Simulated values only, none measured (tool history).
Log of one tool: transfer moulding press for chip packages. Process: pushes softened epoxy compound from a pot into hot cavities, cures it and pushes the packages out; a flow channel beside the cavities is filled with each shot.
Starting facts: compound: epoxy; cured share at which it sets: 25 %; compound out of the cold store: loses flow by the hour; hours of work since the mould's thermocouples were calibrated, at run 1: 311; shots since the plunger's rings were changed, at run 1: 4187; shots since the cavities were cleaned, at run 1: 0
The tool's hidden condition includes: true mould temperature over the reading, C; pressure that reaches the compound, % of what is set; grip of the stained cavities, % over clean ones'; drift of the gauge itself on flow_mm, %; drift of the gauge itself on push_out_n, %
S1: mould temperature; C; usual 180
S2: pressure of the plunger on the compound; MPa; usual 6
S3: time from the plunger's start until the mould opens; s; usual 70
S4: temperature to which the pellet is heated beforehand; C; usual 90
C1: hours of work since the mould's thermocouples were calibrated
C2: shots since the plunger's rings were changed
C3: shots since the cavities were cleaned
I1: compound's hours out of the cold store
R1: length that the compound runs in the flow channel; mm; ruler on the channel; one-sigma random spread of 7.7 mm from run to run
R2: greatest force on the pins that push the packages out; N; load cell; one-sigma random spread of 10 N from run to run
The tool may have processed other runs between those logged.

run     day   S1    S2   S3  S4   C1    C2   C3    I1   R1    R2
  1       0  180     6   70  90  311  4187    0   9.3  894   476
  2   0.579  180     6   70  90  321  4426  239  44.9  670   607
  3   1.025  180  6.39   70  90  328  4609  422  22.4  817   737
      1.238  -- mould's thermocouples calibrated
  4   1.638  180     6   73  90    6  4828  641  43.4  669   760
  5   2.079  180  6.45   73  90   14  5009  822  45.5  676   827
      2.304  -- cavities cleaned with cleaning compound and waxed
  6    2.75  180     6   77  90   23  5259  183    37  709   544
  7   3.271  180  6.88   70  90   32  5474  398  16.1  873   747
  8   3.571  180  6.88   70  90   37  5597  521  40.8  736   766
  9   3.946  180  6.88   70  90   43  5753  677    44  696   853
      4.554  -- cavities cleaned with cleaning compound and waxed
 10   4.596  180  6.88   70  90   52  5994   18  15.9  880   474
      4.817  -- plunger's sealing rings changed
 11   5.058  180  6.88   70  90   58   100  165    35  830   597
 12   5.308  180  6.88   70  90   62   203  268    36  821   631
 13   5.562  174     6   70  90   66   308  373  47.5  720   943
 14   6.162  180     6   70  90   76   554  619  24.5  846   821
 15   6.688  179  5.14   70  86   84   771  836  10.4  877   963
        6.9  -- cavities cleaned with cleaning compound and waxed
 16   7.242  186  5.66   70  86   92   973  140  24.6  787   514
 17   7.833  180  6.86   66  90  102  1218  385  26.5  884   771
 18   8.354  180  6.86   66  90  110  1432  599  14.5  962   902
 19   8.762  180  6.86   53  81  117  1600  767  11.8  978  1663
 20   9.046  180  7.12  105  90  121  1717  884  42.5  779   755
      9.133  -- cavities cleaned with cleaning compound and waxed
 21   9.475  180     6   62  91  127  1866  139  12.8  911   718
 22   9.967  180     6   62  91  135  2069  342  32.1  766   812
 23  10.388  180     6   62  91  142  2242  515    38  742   928
 24  10.838  180     6  100  86  149  2427  700  19.1  862   765
 25  11.183  181  4.73   70  84  155  2570  843  14.1  790   853
     11.367  -- cavities cleaned with cleaning compound and waxed
 26  11.683  181  4.67   91  88  162  2750  131  39.4  628   488
 27  12.158  181  4.67   75  98  170  2946  327  31.4  670   622
 28  12.433  175  5.87   95  99  174  3058  439  39.4  729   674

For some of the steps in R1 from one run to the next: how much would appear even if the tool had no hidden state, given the settings, what came in and random variation, and how much remains for the hidden state plus any gauge scatter that the measured result and the result without hidden state don't share?
Run 1 -> 2: no setting touched and nothing written in the log between the runs. R1 -224 mm: hidden state +15, all else -239.
Run 9 -> 10: cavities cleaned with cleaning compound and waxed. R1 +184 mm: hidden state -25, all else +209.
Run 10 -> 11: plunger's sealing rings changed. R1 -50 mm: hidden state +97, all else -147.
Run 19 -> 20: S2 6.86 -> 7.12, S3 53 -> 105, S4 81 -> 90. R1 -199 mm: hidden state +5, all else -204.

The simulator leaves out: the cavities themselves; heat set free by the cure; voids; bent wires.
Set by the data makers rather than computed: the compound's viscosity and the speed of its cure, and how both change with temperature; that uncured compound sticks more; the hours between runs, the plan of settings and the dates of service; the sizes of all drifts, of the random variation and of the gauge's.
